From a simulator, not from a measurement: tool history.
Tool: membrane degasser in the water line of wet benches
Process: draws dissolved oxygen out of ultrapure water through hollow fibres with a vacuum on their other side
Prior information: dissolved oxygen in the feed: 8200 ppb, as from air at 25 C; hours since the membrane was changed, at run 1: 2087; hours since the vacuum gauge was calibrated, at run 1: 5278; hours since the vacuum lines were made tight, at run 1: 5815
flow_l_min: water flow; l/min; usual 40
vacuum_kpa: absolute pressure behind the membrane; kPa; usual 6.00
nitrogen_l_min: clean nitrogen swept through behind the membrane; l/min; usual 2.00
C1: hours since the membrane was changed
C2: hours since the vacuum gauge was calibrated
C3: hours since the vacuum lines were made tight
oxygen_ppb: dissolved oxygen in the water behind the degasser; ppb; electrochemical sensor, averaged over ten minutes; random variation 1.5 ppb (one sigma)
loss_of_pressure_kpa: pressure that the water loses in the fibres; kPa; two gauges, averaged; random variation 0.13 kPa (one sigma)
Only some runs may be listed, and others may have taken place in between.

Run 1, hour 0.0: usual settings; C1 2087; C2 5278; C3 5815. Result: oxygen_ppb 185.3 ppb, loss_of_pressure_kpa 40.82 kPa.
Run 2, hour 48.0: usual settings; C1 2135; C2 5326; C3 5863. Result: oxygen_ppb 184.1 ppb, loss_of_pressure_kpa 40.87 kPa.
Run 3, hour 83.1: usual settings but vacuum_kpa 7.54 kPa; C1 2170; C2 5361; C3 5898. Result: oxygen_ppb 251.2 ppb, loss_of_pressure_kpa 40.83 kPa.
Run 4, hour 145.9: usual settings but vacuum_kpa 7.54 kPa; C1 2232; C2 5424; C3 5961. Result: oxygen_ppb 248.7 ppb, loss_of_pressure_kpa 41.12 kPa.
Run 5, hour 207.7: usual settings but nitrogen_l_min 1.41 l/min; C1 2294; C2 5486; C3 6023. Result: oxygen_ppb 233.3 ppb, loss_of_pressure_kpa 41.00 kPa.
Run 6, hour 249.8: usual settings; C1 2336; C2 5528; C3 6065. Result: oxygen_ppb 183.8 ppb, loss_of_pressure_kpa 41.16 kPa.
Run 7, hour 296.6: usual settings; C1 2383; C2 5575; C3 6112. Result: oxygen_ppb 188.1 ppb, loss_of_pressure_kpa 40.97 kPa.
Run 8, hour 331.3: usual settings; C1 2418; C2 5610; C3 6147. Result: oxygen_ppb 187.3 ppb, loss_of_pressure_kpa 41.02 kPa.
Run 9, hour 394.5: usual settings; C1 2481; C2 5673; C3 6210. Result: oxygen_ppb 186.1 ppb, loss_of_pressure_kpa 41.08 kPa.
Run 10, hour 429.3: usual settings; C1 2516; C2 5708; C3 6245. Result: oxygen_ppb 188.9 ppb, loss_of_pressure_kpa 41.13 kPa.
Run 11, hour 459.3: usual settings but nitrogen_l_min 1.25 l/min; C1 2546; C2 5738; C3 6275. Result: oxygen_ppb 251.7 ppb, loss_of_pressure_kpa 40.82 kPa.
Run 12, hour 517.7: usual settings; C1 2604; C2 5796; C3 6333. Result: oxygen_ppb 186.5 ppb, loss_of_pressure_kpa 41.07 kPa.
Run 13, hour 548.5: usual settings but nitrogen_l_min 1.70 l/min; C1 2635; C2 5827; C3 6364. Result: oxygen_ppb 203.2 ppb, loss_of_pressure_kpa 41.27 kPa.
Run 14, hour 611.0: usual settings but flow_l_min 28 l/min; C1 2698; C2 5889; C3 6426. Result: oxygen_ppb 119.0 ppb, loss_of_pressure_kpa 28.59 kPa.
Run 15, hour 661.0: usual settings; C1 2748; C2 5939; C3 6476. Result: oxygen_ppb 185.4 ppb, loss_of_pressure_kpa 41.17 kPa.
Run 16, hour 714.0: usual settings; C1 2801; C2 5992; C3 6529. Result: oxygen_ppb 188.4 ppb, loss_of_pressure_kpa 41.06 kPa.
Run 17, hour 766.1: usual settings but flow_l_min 33 l/min, vacuum_kpa 6.26 kPa; C1 2853; C2 6044; C3 6581. Result: oxygen_ppb 153.1 ppb, loss_of_pressure_kpa 34.04 kPa.
Run 18, hour 811.1: usual settings but flow_l_min 46 l/min; C1 2898; C2 6089; C3 6626. Result: oxygen_ppb 223.0 ppb, loss_of_pressure_kpa 47.16 kPa.
Run 19, hour 853.1: usual settings but flow_l_min 46 l/min; C1 2940; C2 6131; C3 6668. Result: oxygen_ppb 222.7 ppb, loss_of_pressure_kpa 47.30 kPa.
Run 20, hour 914.5: usual settings but vacuum_kpa 5.89 kPa, nitrogen_l_min 3.66 l/min; C1 3001; C2 6193; C3 6730. Result: oxygen_ppb 127.8 ppb, loss_of_pressure_kpa 41.34 kPa.
Run 21, hour 958.0: usual settings but flow_l_min 36 l/min, vacuum_kpa 13.59 kPa, nitrogen_l_min 2.72 l/min; C1 3045; C2 6236; C3 6773. Result: oxygen_ppb 349.7 ppb, loss_of_pressure_kpa 36.64 kPa.
Run 22, hour 989.7: usual settings but flow_l_min 41 l/min, nitrogen_l_min 2.97 l/min; C1 3076; C2 6268; C3 6805. Result: oxygen_ppb 150.1 ppb, loss_of_pressure_kpa 42.28 kPa.
Run 23, hour 1041.5: usual settings but flow_l_min 41 l/min, vacuum_kpa 8.55 kPa, nitrogen_l_min 2.97 l/min; C1 3128; C2 6320; C3 6857. Result: oxygen_ppb 232.4 ppb, loss_of_pressure_kpa 42.10 kPa.
Run 24, hour 1083.9: usual settings but flow_l_min 41 l/min, vacuum_kpa 3.91 kPa, nitrogen_l_min 2.15 l/min; C1 3170; C2 6362; C3 6899. Result: oxygen_ppb 96.7 ppb, loss_of_pressure_kpa 42.13 kPa.
Run 25, hour 1114.9: usual settings but flow_l_min 37 l/min, vacuum_kpa 3.91 kPa, nitrogen_l_min 2.15 l/min; C1 3201; C2 6393; C3 6930. Result: oxygen_ppb 83.2 ppb, loss_of_pressure_kpa 38.03 kPa.
Run 26, hour 1175.4: usual settings but flow_l_min 35 l/min, vacuum_kpa 9.40 kPa, nitrogen_l_min 4.93 l/min; C1 3262; C2 6454; C3 6991. Result: oxygen_ppb 148.3 ppb, loss_of_pressure_kpa 36.05 kPa.
Run 27, hour 1207.7: usual settings but vacuum_kpa 3.77 kPa, nitrogen_l_min 0.90 l/min; C1 3294; C2 6486; C3 7023. Result: oxygen_ppb 128.1 ppb, loss_of_pressure_kpa 41.26 kPa.
Run 28, hour 1243.6: usual settings but nitrogen_l_min 4.80 l/min; C1 3330; C2 6522; C3 7059. Result: oxygen_ppb 112.8 ppb, loss_of_pressure_kpa 41.15 kPa.
Run 29, hour 1277.3: usual settings but vacuum_kpa 13.16 kPa; C1 3364; C2 6556; C3 7093. Result: oxygen_ppb 487.5 ppb, loss_of_pressure_kpa 41.40 kPa.
Run 30, hour 1307.0: usual settings but vacuum_kpa 13.16 kPa; C1 3394; C2 6585; C3 7122. Result: oxygen_ppb 491.8 ppb, loss_of_pressure_kpa 41.25 kPa.
Run 31, hour 1345.8: usual settings but flow_l_min 32 l/min, vacuum_kpa 5.26 kPa; C1 3432; C2 6624; C3 7161. Result: oxygen_ppb 113.7 ppb, loss_of_pressure_kpa 32.97 kPa.

Predict each of these 4 candidate next runs independently; none follows another, all start after run 31:
Run A, hour 1408.8: usual settings but flow_l_min 32 l/min, vacuum_kpa 8.31 kPa, nitrogen_l_min 1.37 l/min; C1 3495; C2 6687; C3 7224. Result: oxygen_ppb ?, loss_of_pressure_kpa ?.
Run B, hour 1408.8: usual settings but flow_l_min 30 l/min, vacuum_kpa 10.09 kPa, nitrogen_l_min 0.90 l/min; C1 3495; C2 6687; C3 7224. Result: oxygen_ppb ?, loss_of_pressure_kpa ?.
Run C, hour 1408.8: usual settings but vacuum_kpa 11.60 kPa; C1 3495; C2 6687; C3 7224. Result: oxygen_ppb ?, loss_of_pressure_kpa ?.
Run D, hour 1408.8: usual settings but flow_l_min 46 l/min, vacuum_kpa 6.87 kPa; C1 3495; C2 6687; C3 7224. Result: oxygen_ppb ?, loss_of_pressure_kpa ?.

run  oxygen_ppb  loss_of_pressure_kpa
  A       303.6                 32.97
  B       503.8                 30.84
  C       424.8                 41.17
  D       265.0                 47.47
Had the tool no hidden state, the same runs would have come out as:
run  oxygen_ppb  loss_of_pressure_kpa
  A       283.7                 32.64
  B       479.4                 30.53
  C       406.0                 40.75
  D       245.0                 47.00
